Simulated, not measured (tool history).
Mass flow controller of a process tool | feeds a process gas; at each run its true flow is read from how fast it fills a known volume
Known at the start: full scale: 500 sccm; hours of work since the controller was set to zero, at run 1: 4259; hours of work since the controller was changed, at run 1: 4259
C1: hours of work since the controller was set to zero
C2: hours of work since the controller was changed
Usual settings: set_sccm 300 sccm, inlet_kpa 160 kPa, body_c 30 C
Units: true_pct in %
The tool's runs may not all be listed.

run 1 hour=0.0 | set_sccm=300 inlet_kpa=160 body_c=30 | C1=4259 C2=4259 | true_pct=102.12
run 2 hour=149.8 | set_sccm=300 inlet_kpa=160 body_c=30 | C1=4378 C2=4378 | true_pct=102.31
run 3 hour=296.5 | set_sccm=300 inlet_kpa=160 body_c=30 | C1=4494 C2=4494 | true_pct=102.27
run 4 hour=448.4 | set_sccm=300 inlet_kpa=160 body_c=30 | C1=4614 C2=4614 | true_pct=102.33
run 5 hour=535.6 | set_sccm=300 inlet_kpa=160 body_c=30 | C1=4684 C2=4684 | true_pct=102.61
run 6 hour=613.0 | set_sccm=300 inlet_kpa=160 body_c=30 | C1=4745 C2=4745 | true_pct=102.56
run 7 hour=747.0 | set_sccm=300 inlet_kpa=160 body_c=30 | C1=4851 C2=4851 | true_pct=102.59
run 8 hour=876.2 | set_sccm=429 inlet_kpa=160 body_c=30 | C1=4953 C2=4953 | true_pct=102.99
run 9 hour=959.9 | set_sccm=300 inlet_kpa=160 body_c=30 | C1=5020 C2=5020 | true_pct=102.78
run 10 hour=1042.3 | set_sccm=300 inlet_kpa=160 body_c=30 | C1=5085 C2=5085 | true_pct=103.02
run 11 hour=1118.0 | set_sccm=300 inlet_kpa=160 body_c=30 | C1=5145 C2=5145 | true_pct=102.91
-- hour=1159.2 controller's zero set anew
run 12 hour=1234.0 | set_sccm=300 inlet_kpa=160 body_c=30 | C1=59 C2=5236 | true_pct=100.97
run 13 hour=1349.3 | set_sccm=369 inlet_kpa=160 body_c=30 | C1=151 C2=5328 | true_pct=101.54
run 14 hour=1477.5 | set_sccm=369 inlet_kpa=160 body_c=30 | C1=252 C2=5429 | true_pct=101.42
run 15 hour=1585.7 | set_sccm=369 inlet_kpa=160 body_c=30 | C1=338 C2=5515 | true_pct=101.52
run 16 hour=1713.4 | set_sccm=369 inlet_kpa=160 body_c=30 | C1=439 C2=5616 | true_pct=101.68
run 17 hour=1821.6 | set_sccm=300 inlet_kpa=160 body_c=31 | C1=525 C2=5702 | true_pct=101.46
run 18 hour=1893.0 | set_sccm=300 inlet_kpa=160 body_c=30 | C1=581 C2=5758 | true_pct=101.39
run 19 hour=2025.3 | set_sccm=408 inlet_kpa=160 body_c=30 | C1=686 C2=5863 | true_pct=101.97
run 20 hour=2103.5 | set_sccm=279 inlet_kpa=160 body_c=30 | C1=748 C2=5925 | true_pct=101.47
run 21 hour=2213.8 | set_sccm=62 inlet_kpa=205 body_c=30 | C1=835 C2=6012 | true_pct=101.60
run 22 hour=2320.5 | set_sccm=423 inlet_kpa=160 body_c=31 | C1=920 C2=6097 | true_pct=102.17
run 23 hour=2432.6 | set_sccm=423 inlet_kpa=160 body_c=31 | C1=1009 C2=6186 | true_pct=102.29
run 24 hour=2557.7 | set_sccm=423 inlet_kpa=160 body_c=31 | C1=1108 C2=6285 | true_pct=102.15
run 25 hour=2623.8 | set_sccm=300 inlet_kpa=160 body_c=24 | C1=1160 C2=6337 | true_pct=101.97
run 26 hour=2762.2 | set_sccm=300 inlet_kpa=160 body_c=24 | C1=1270 C2=6447 | true_pct=102.05
run 27 hour=2913.4 | set_sccm=300 inlet_kpa=160 body_c=32 | C1=1389 C2=6566 | true_pct=101.96
run 28 hour=3000.8 | set_sccm=56 inlet_kpa=216 body_c=32 | C1=1459 C2=6636 | true_pct=103.13
run 29 hour=3085.4 | set_sccm=88 inlet_kpa=269 body_c=28 | C1=1526 C2=6703 | true_pct=102.00
run 30 hour=3149.2 | set_sccm=186 inlet_kpa=211 body_c=23 | C1=1576 C2=6753 | true_pct=101.89
run 31 hour=3290.8 | set_sccm=186 inlet_kpa=211 body_c=23 | C1=1688 C2=6865 | true_pct=101.98
run 32 hour=3444.9 | set_sccm=186 inlet_kpa=211 body_c=23 | C1=1810 C2=6987 | true_pct=102.05
run 33 hour=3551.3 | set_sccm=58 inlet_kpa=160 body_c=28 | C1=1895 C2=7072 | true_pct=104.24
run 34 hour=3644.3 | set_sccm=99 inlet_kpa=144 body_c=39 | C1=1968 C2=7145 | true_pct=102.87
run 35 hour=3783.0 | set_sccm=99 inlet_kpa=144 body_c=29 | C1=2078 C2=7255 | true_pct=103.21
run 36 hour=3883.1 | set_sccm=300 inlet_kpa=160 body_c=32 | C1=2157 C2=7335 | true_pct=102.61
run 37 hour=3963.7 | set_sccm=58 inlet_kpa=185 body_c=35 | C1=2221 C2=7398 | true_pct=104.90

Measured less the same run without the tool's hidden state. The same run-to-run variation is in both; the gauge's scatter may not be:
The hidden state here: flow at rest that the sensor doesn't see, % of full scale; true flow over the shown one, %; drift of the gauge itself on true_pct, %.
run=1 true_pct=+3.20
run=2 true_pct=+3.29
run=3 true_pct=+3.37
run=4 true_pct=+3.47
run=5 true_pct=+3.53
run=6 true_pct=+3.58
run=7 true_pct=+3.66
run=8 true_pct=+3.15
run=9 true_pct=+3.79
run=10 true_pct=+3.84
run=11 true_pct=+3.88
run=12 true_pct=+2.00
run=13 true_pct=+2.04
run=14 true_pct=+2.12
run=15 true_pct=+2.17
run=16 true_pct=+2.24
run=17 true_pct=+2.34
run=18 true_pct=+2.38
run=19 true_pct=+2.38
run=20 true_pct=+2.54
run=21 true_pct=+4.08
run=22 true_pct=+2.52
run=23 true_pct=+2.57
run=24 true_pct=+2.63
run=25 true_pct=+2.82
run=26 true_pct=+2.90
run=27 true_pct=+2.99
run=28 true_pct=+5.77
run=29 true_pct=+4.66
run=30 true_pct=+3.56
run=31 true_pct=+3.66
run=32 true_pct=+3.79
run=33 true_pct=+6.70
run=34 true_pct=+5.11
run=35 true_pct=+5.27
run=36 true_pct=+3.59
run=37 true_pct=+7.49
